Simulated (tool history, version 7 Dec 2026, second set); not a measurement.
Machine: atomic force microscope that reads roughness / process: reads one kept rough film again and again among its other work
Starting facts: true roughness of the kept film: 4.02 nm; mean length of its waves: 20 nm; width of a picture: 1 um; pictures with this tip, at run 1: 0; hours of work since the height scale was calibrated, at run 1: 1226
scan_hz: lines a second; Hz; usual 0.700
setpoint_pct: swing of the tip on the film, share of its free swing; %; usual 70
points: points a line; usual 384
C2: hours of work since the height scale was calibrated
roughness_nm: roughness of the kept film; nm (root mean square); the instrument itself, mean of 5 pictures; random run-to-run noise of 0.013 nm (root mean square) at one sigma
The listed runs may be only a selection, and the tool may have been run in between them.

Run 1, hour 0.0: usual settings; pictures with this tip 0; C2 1226. Result: roughness_nm 2.966 nm (root mean square).
Run 2, hour 22.5: usual settings; pictures with this tip 23; C2 1238. Result: roughness_nm 2.723 nm (root mean square).
Run 3, hour 53.3: usual settings; pictures with this tip 54; C2 1256. Result: roughness_nm 2.444 nm (root mean square).
Run 4, hour 90.1: usual settings; pictures with this tip 90; C2 1276. Result: roughness_nm 2.250 nm (root mean square).
Run 5, hour 126.3: usual settings but scan_hz 3.281 Hz; pictures with this tip 127; C2 1296. Result: roughness_nm 1.921 nm (root mean square).
Run 6, hour 158.4: usual settings but scan_hz 3.281 Hz; pictures with this tip 159; C2 1314. Result: roughness_nm 1.756 nm (root mean square).
Run 7, hour 205.3: usual settings but points 991; pictures with this tip 206; C2 1341. Result: roughness_nm 1.724 nm (root mean square).
Run 8, hour 227.8: usual settings but points 991; pictures with this tip 228; C2 1353. Result: roughness_nm 1.661 nm (root mean square).

Estimate the outcome of run 9 from the log above:
At hour 232.2: new tip fitted.
Run 9, hour 255.9: usual settings but scan_hz 3.860 Hz, setpoint_pct 82 %, points 991; pictures with this tip 24; C2 1369. Result: roughness_nm ?.

{"run 9": {"roughness_nm": 2.331}}
The same run, on a tool lacking any hidden state, would have yielded roughness_nm 2.614 nm (root mean square).
